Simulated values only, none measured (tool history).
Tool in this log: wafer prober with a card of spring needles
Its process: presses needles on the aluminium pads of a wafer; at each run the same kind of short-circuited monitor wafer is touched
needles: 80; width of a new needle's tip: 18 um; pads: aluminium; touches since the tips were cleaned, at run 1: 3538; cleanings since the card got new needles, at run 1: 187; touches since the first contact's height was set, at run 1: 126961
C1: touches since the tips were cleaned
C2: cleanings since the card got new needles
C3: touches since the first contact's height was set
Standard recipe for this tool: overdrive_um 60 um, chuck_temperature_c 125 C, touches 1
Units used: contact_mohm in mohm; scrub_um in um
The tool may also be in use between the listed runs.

run 1 hour=0.0 | overdrive_um=60 chuck_temperature_c=125 touches=1 | C1=3538 C2=187 C3=126961 | contact_mohm=350 scrub_um=12.04
-- hour=5.3 tips cleaned on abrasive film
-- hour=18.5 tips cleaned on abrasive film
-- hour=31.7 tips cleaned on abrasive film
-- hour=44.9 tips cleaned on abrasive film
run 2 hour=51.3 | overdrive_um=60 chuck_temperature_c=125 touches=1 | C1=3378 C2=191 C3=153651 | contact_mohm=353 scrub_um=12.01
-- hour=54.2 height of the first contact set anew
-- hour=56.9 tips cleaned on abrasive film
-- hour=70.1 tips cleaned on abrasive film
-- hour=80.7 tips cleaned on abrasive film
-- hour=91.7 tips cleaned on abrasive film
run 3 hour=91.7 | overdrive_um=44 chuck_temperature_c=125 touches=1 | C1=0 C2=195 C3=19469 | contact_mohm=305 scrub_um=8.94
-- hour=104.9 tips cleaned on abrasive film
-- hour=118.1 tips cleaned on abrasive film
-- hour=128.6 tips cleaned on abrasive film
-- hour=140.2 tips cleaned on abrasive film
run 4 hour=140.2 | overdrive_um=70 chuck_temperature_c=125 touches=1 | C1=0 C2=199 C3=44663 | contact_mohm=291 scrub_um=14.23
-- hour=153.4 tips cleaned on abrasive film
-- hour=166.5 tips cleaned on abrasive film
-- hour=177.1 tips cleaned on abrasive film
run 5 hour=183.7 | overdrive_um=60 chuck_temperature_c=125 touches=2 | C1=3459 C2=202 C3=67320 | contact_mohm=326 scrub_um=12.11
-- hour=189.0 tips cleaned on abrasive film
-- hour=202.2 tips cleaned on abrasive film
-- hour=212.8 tips cleaned on abrasive film
-- hour=225.9 tips cleaned on abrasive film
-- hour=239.1 tips cleaned on abrasive film
run 6 hour=243.8 | overdrive_um=60 chuck_temperature_c=125 touches=2 | C1=2446 C2=207 C3=98565 | contact_mohm=322 scrub_um=12.21
-- hour=251.7 tips cleaned on abrasive film
-- hour=264.9 tips cleaned on abrasive film
-- hour=275.4 tips cleaned on abrasive film
-- hour=286.0 tips cleaned on abrasive film
run 7 hour=293.4 | overdrive_um=60 chuck_temperature_c=125 touches=2 | C1=3864 C2=211 C3=124371 | contact_mohm=332 scrub_um=12.14
-- hour=298.7 tips cleaned on abrasive film
-- hour=311.9 tips cleaned on abrasive film
-- hour=322.4 tips cleaned on abrasive film
-- hour=333.0 tips cleaned on abrasive film
-- hour=346.1 tips cleaned on abrasive film
run 8 hour=346.1 | overdrive_um=52 chuck_temperature_c=125 touches=2 | C1=0 C2=216 C3=151768 | contact_mohm=299 scrub_um=10.45
-- hour=354.3 height of the first contact set anew
-- hour=359.6 tips cleaned on abrasive film
-- hour=372.8 tips cleaned on abrasive film
-- hour=383.3 tips cleaned on abrasive film
-- hour=396.5 tips cleaned on abrasive film
run 9 hour=404.1 | overdrive_um=48 chuck_temperature_c=125 touches=1 | C1=4000 C2=220 C3=25941 | contact_mohm=409 scrub_um=9.76
-- hour=409.5 tips cleaned on abrasive film
-- hour=420.0 tips cleaned on abrasive film
-- hour=433.2 tips cleaned on abrasive film
run 10 hour=438.8 | overdrive_um=48 chuck_temperature_c=125 touches=1 | C1=2912 C2=223 C3=43939 | contact_mohm=368 scrub_um=9.73
-- hour=444.1 tips cleaned on abrasive film
-- hour=454.6 tips cleaned on abrasive film
-- hour=467.8 tips cleaned on abrasive film
run 11 hour=472.3 | overdrive_um=60 chuck_temperature_c=125 touches=1 | C1=2337 C2=226 C3=61362 | contact_mohm=344 scrub_um=12.16
-- hour=480.2 tips cleaned on abrasive film
-- hour=490.8 tips cleaned on abrasive film
-- hour=504.0 tips cleaned on abrasive film
-- hour=514.5 tips cleaned on abrasive film
-- hour=525.1 tips cleaned on abrasive film
-- hour=536.5 tips cleaned on abrasive film
run 12 hour=536.5 | overdrive_um=60 chuck_temperature_c=125 touches=1 | C1=0 C2=232 C3=94701 | contact_mohm=294 scrub_um=12.08
-- hour=547.0 tips cleaned on abrasive film
-- hour=560.2 tips cleaned on abrasive film
-- hour=573.4 tips cleaned on abrasive film
-- hour=583.9 tips cleaned on abrasive film
-- hour=597.1 tips cleaned on abrasive film
run 13 hour=602.4 | overdrive_um=60 chuck_temperature_c=59 touches=1 | C1=2791 C2=237 C3=129034 | contact_mohm=337 scrub_um=12.05
-- hour=607.8 tips cleaned on abrasive film
-- hour=618.4 tips cleaned on abrasive film
-- hour=631.5 tips cleaned on abrasive film
-- hour=642.1 tips cleaned on abrasive film
-- hour=652.8 height of the first contact set anew
-- hour=655.6 tips cleaned on abrasive film
-- hour=666.1 tips cleaned on abrasive film
-- hour=679.3 tips cleaned on abrasive film
run 14 hour=679.9 | overdrive_um=60 chuck_temperature_c=59 touches=1 | C1=314 C2=244 C3=14028 | contact_mohm=288 scrub_um=12.25
-- hour=690.5 tips cleaned on abrasive film
-- hour=701.0 tips cleaned on abrasive film
-- hour=714.2 tips cleaned on abrasive film
-- hour=724.8 tips cleaned on abrasive film
-- hour=735.3 tips cleaned on abrasive film
-- hour=748.5 tips cleaned on abrasive film
run 15 hour=753.2 | overdrive_um=60 chuck_temperature_c=125 touches=2 | C1=2483 C2=250 C3=52166 | contact_mohm=325 scrub_um=12.25
-- hour=761.2 tips cleaned on abrasive film
-- hour=774.3 tips cleaned on abrasive film
-- hour=787.5 tips cleaned on abrasive film
-- hour=800.7 tips cleaned on abrasive film
-- hour=811.3 tips cleaned on abrasive film
run 16 hour=814.0 | overdrive_um=60 chuck_temperature_c=125 touches=1 | C1=1435 C2=255 C3=83771 | contact_mohm=331 scrub_um=12.09
-- hour=822.0 tips cleaned on abrasive film
-- hour=832.5 tips cleaned on abrasive film
-- hour=845.7 tips cleaned on abrasive film
-- hour=858.9 tips cleaned on abrasive film
run 17 hour=862.3 | overdrive_um=41 chuck_temperature_c=40 touches=1 | C1=1798 C2=259 C3=108889 | contact_mohm=382 scrub_um=8.30
-- hour=870.2 tips cleaned on abrasive film
-- hour=883.4 tips cleaned on abrasive film
-- hour=896.6 tips cleaned on abrasive film
-- hour=909.8 tips cleaned on abrasive film
-- hour=920.3 tips cleaned on abrasive film
-- hour=930.9 tips cleaned on abrasive film
run 18 hour=932.5 | overdrive_um=68 chuck_temperature_c=125 touches=1 | C1=861 C2=265 C3=145405 | contact_mohm=310 scrub_um=13.67
-- hour=943.1 tips cleaned on abrasive film
-- hour=951.2 height of the first contact set anew
-- hour=956.6 tips cleaned on abrasive film
-- hour=967.1 tips cleaned on abrasive film
-- hour=977.7 tips cleaned on abrasive film
run 19 hour=985.1 | overdrive_um=68 chuck_temperature_c=125 touches=1 | C1=3870 C2=269 C3=17584 | contact_mohm=345 scrub_um=13.86
-- hour=990.4 tips cleaned on abrasive film
-- hour=1001.0 tips cleaned on abrasive film
-- hour=1011.5 tips cleaned on abrasive film
-- hour=1024.7 tips cleaned on abrasive film
-- hour=1037.9 tips cleaned on abrasive film
run 20 hour=1040.9 | overdrive_um=66 chuck_temperature_c=125 touches=2 | C1=1598 C2=274 C3=46609 | contact_mohm=308 scrub_um=13.46
-- hour=1048.9 tips cleaned on abrasive film
-- hour=1059.4 tips cleaned on abrasive film
-- hour=1072.6 tips cleaned on abrasive film
-- hour=1085.8 tips cleaned on abrasive film
-- hour=1098.5 tips cleaned on abrasive film
run 21 hour=1098.5 | overdrive_um=60 chuck_temperature_c=105 touches=2 | C1=0 C2=279 C3=76546 | contact_mohm=288 scrub_um=12.07

Forecast run 22:
-- hour=1109.1 tips cleaned on abrasive film
-- hour=1122.2 tips cleaned on abrasive film
-- hour=1132.8 tips cleaned on abrasive film
-- hour=1146.0 tips cleaned on abrasive film
run 22 hour=1154.6 | overdrive_um=56 chuck_temperature_c=105 touches=1 | C1=4503 C2=283 C3=105734 | contact_mohm=? scrub_um=?

contact_mohm: 375 mohm
scrub_um: 11.25 um
With the hidden condition absent and the run-to-run variation left alone, this run would have shown contact_mohm 277 mohm, scrub_um 11.40 um.
